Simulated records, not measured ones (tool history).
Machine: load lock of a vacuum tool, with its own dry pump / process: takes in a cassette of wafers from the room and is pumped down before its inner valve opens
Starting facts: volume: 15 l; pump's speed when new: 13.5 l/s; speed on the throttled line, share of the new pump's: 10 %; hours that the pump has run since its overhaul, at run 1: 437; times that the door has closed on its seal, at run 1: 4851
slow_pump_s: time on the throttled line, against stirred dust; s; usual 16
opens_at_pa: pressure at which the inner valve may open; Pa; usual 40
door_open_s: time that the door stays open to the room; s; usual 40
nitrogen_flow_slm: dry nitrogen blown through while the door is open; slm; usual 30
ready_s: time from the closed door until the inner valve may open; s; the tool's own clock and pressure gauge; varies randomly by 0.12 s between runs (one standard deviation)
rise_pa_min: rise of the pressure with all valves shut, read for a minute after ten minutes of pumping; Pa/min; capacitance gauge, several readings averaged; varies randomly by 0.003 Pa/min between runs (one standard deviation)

run,hour,slow_pump_s,opens_at_pa,door_open_s,nitrogen_flow_slm,hours that the pump has run since its overhaul,times that the door has closed on its seal,"incoming humidity of the room's air, %",ready_s,rise_pa_min
1,0.0,16,40,40,30,437,4851,43.4,23.4,0.051
2,99.9,16,40,40,30,537,5078,44.4,23.2,0.061
3,191.7,16,40,40,30,629,5288,43.3,23.2,0.057
4,261.6,16,40,40,30,699,5447,44.8,23.2,0.063
5,380.4,16,40,40,30,817,5717,43.4,23.3,0.062
6,440.5,16,40,40,30,877,5854,45.9,23.4,0.062
7,493.2,16,40,40,30,930,5974,47.9,23.5,0.060
8,573.0,16,40,40,30,1010,6156,45.7,23.4,0.065
9,671.5,16,40,40,30,1108,6380,44.3,23.4,0.062
10,777.4,16,40,40,30,1214,6622,48.7,23.4,0.068
11,887.9,16,40,40,30,1325,6873,42.1,23.4,0.062
12,945.7,15,33,228,40,1383,7005,47.2,22.7,0.139
13,1050.5,21,42,117,18,1487,7244,45.0,28.0,0.122
14,1161.9,16,40,39,15,1599,7497,46.7,23.3,0.083
15,1242.7,16,40,220,9,1680,7682,44.9,23.7,0.236
16,1359.2,16,74,220,9,1796,7947,46.3,22.7,0.242

What will run 17 give?
17,1409.8,16,74,220,9,1847,8062,44.7,?,?

ready_s: 22.5 s
rise_pa_min: 0.233 Pa/min
With the hidden condition absent and the run-to-run variation left alone, this run would have shown ready_s 22.3 s, rise_pa_min 0.201 Pa/min.

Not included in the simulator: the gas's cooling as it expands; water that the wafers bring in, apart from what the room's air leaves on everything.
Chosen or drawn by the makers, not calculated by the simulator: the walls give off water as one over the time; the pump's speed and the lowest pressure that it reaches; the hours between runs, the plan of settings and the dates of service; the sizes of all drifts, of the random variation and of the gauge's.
